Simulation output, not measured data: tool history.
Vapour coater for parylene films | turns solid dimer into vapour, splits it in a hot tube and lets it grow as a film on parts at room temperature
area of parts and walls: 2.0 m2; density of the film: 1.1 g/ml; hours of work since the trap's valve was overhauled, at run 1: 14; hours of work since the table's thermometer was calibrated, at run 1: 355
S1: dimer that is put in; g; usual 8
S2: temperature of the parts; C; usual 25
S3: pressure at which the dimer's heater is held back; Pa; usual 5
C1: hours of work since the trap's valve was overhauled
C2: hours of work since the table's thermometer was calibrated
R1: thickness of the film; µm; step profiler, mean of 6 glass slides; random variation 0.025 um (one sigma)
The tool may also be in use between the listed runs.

run 1 hour=0 | S1=8 S2=25 S3=5 | C1=14 C2=355 | R1=2.91
run 2 hour=9.3 | S1=8 S2=25 S3=5 | C1=22 C2=363 | R1=2.86
run 3 hour=25.2 | S1=8 S2=23 S3=5 | C1=35 C2=376 | R1=2.99
run 4 hour=34.8 | S1=8 S2=25 S3=5 | C1=43 C2=384 | R1=2.86
-- hour=36.6 table's thermometer calibrated
run 5 hour=43.7 | S1=8 S2=25 S3=5 | C1=49 C2=6 | R1=2.84
run 6 hour=57.9 | S1=4 S2=25 S3=5 | C1=61 C2=18 | R1=1.4
run 7 hour=68.1 | S1=4 S2=25 S3=5 | C1=70 C2=26 | R1=1.38
run 8 hour=78.4 | S1=4 S2=25 S3=5 | C1=78 C2=34 | R1=1.43
run 9 hour=87.1 | S1=8 S2=25 S3=10.06 | C1=85 C2=41 | R1=2.53
-- hour=100.9 table's thermometer calibrated, once more
run 10 hour=101.6 | S1=8 S2=25 S3=10.06 | C1=96 C2=1 | R1=2.49
run 11 hour=108.3 | S1=8 S2=22 S3=2.83 | C1=102 C2=6 | R1=3.21

Forecast each of these 4 alternatives for the next run:
run A hour=117.5 | S1=3 S2=22 S3=5.95 | C1=109 C2=14 | R1=?
run B hour=117.5 | S1=6 S2=20 S3=3.17 | C1=109 C2=14 | R1=?
run C hour=117.5 | S1=12 S2=25 S3=2 | C1=109 C2=14 | R1=?
run D hour=117.5 | S1=7 S2=30 S3=5.69 | C1=109 C2=14 | R1=?

run=A R1=1.11
run=B R1=2.49
run=C R1=4.64
run=D R1=2.08
Without the tool's hidden state the same runs would have given:
run=A R1=1.16
run=B R1=2.6
run=C R1=4.84
run=D R1=2.16

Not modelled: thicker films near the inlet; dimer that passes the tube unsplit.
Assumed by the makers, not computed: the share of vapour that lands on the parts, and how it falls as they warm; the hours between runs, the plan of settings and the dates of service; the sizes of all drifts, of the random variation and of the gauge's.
